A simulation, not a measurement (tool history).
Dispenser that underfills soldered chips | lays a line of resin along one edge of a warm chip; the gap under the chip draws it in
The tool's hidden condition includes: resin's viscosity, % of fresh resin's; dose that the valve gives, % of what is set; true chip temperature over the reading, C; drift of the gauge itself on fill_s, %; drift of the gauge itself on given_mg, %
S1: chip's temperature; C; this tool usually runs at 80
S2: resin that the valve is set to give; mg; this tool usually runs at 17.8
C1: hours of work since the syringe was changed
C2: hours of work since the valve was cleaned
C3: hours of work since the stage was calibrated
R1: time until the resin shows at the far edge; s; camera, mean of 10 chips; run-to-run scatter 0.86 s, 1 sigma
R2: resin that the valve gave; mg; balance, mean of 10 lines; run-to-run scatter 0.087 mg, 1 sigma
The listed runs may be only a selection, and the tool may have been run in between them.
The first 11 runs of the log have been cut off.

| run | hour | S1 | S2 | C1 | C2 | C3 | R1 | R2 |
|---|---|---|---|---|---|---|---|---|
|  | 37.4 | dispensing valve cleaned and set on the balance |
| 12 | 39.1 | 80 | 22 | 2 | 1 | 112 | 89.4 | 22.01 |
| 13 | 44.3 | 80 | 22 | 6 | 5 | 116 | 117.6 | 21.83 |
| 14 | 48.9 | 92 | 22 | 10 | 9 | 119 | 105 | 21.93 |
|  | 49.5 | new syringe of resin |
| 15 | 53.4 | 92 | 19.6 | 3 | 12 | 122 | 66.5 | 19.45 |
| 16 | 57.9 | 80 | 17.8 | 6 | 15 | 125 | 122.3 | 17.56 |
| 17 | 61.8 | 93 | 17.8 | 9 | 18 | 128 | 103.8 | 17.74 |
|  | 63.5 | new syringe of resin |
| 18 | 67 | 80 | 22.9 | 3 | 22 | 132 | 93.3 | 22.46 |
| 19 | 70 | 80 | 22.9 | 5 | 24 | 134 | 109.5 | 22.64 |
| 20 | 72.6 | 80 | 22.9 | 7 | 26 | 136 | 122.7 | 22.45 |
|  | 77 | new syringe of resin |
| 21 | 78.5 | 82 | 15.7 | 1 | 30 | 140 | 84.3 | 15.36 |
| 22 | 81.5 | 82 | 15.7 | 3 | 32 | 143 | 95.3 | 15.2 |
| 23 | 84.2 | 90 | 16.3 | 5 | 34 | 145 | 86.7 | 15.96 |
| 24 | 87.4 | 72 | 18.2 | 8 | 36 | 147 | 172 | 17.73 |
|  | 90.7 | new syringe of resin |
| 25 | 91 | 94 | 17.8 | 0 | 39 | 149 | 51.8 | 17.41 |

For run 26, what comes out?
| 26 | 93.8 | 94 | 17.8 | 2 | 41 | 151 | ? | ? |

Run 26 produced R1 61.4 s, R2 17.43 mg.
Take away the tool's hidden state, keep the run-to-run variation as it was, and the same run would have given R1 54.2 s, R2 17.87 mg.
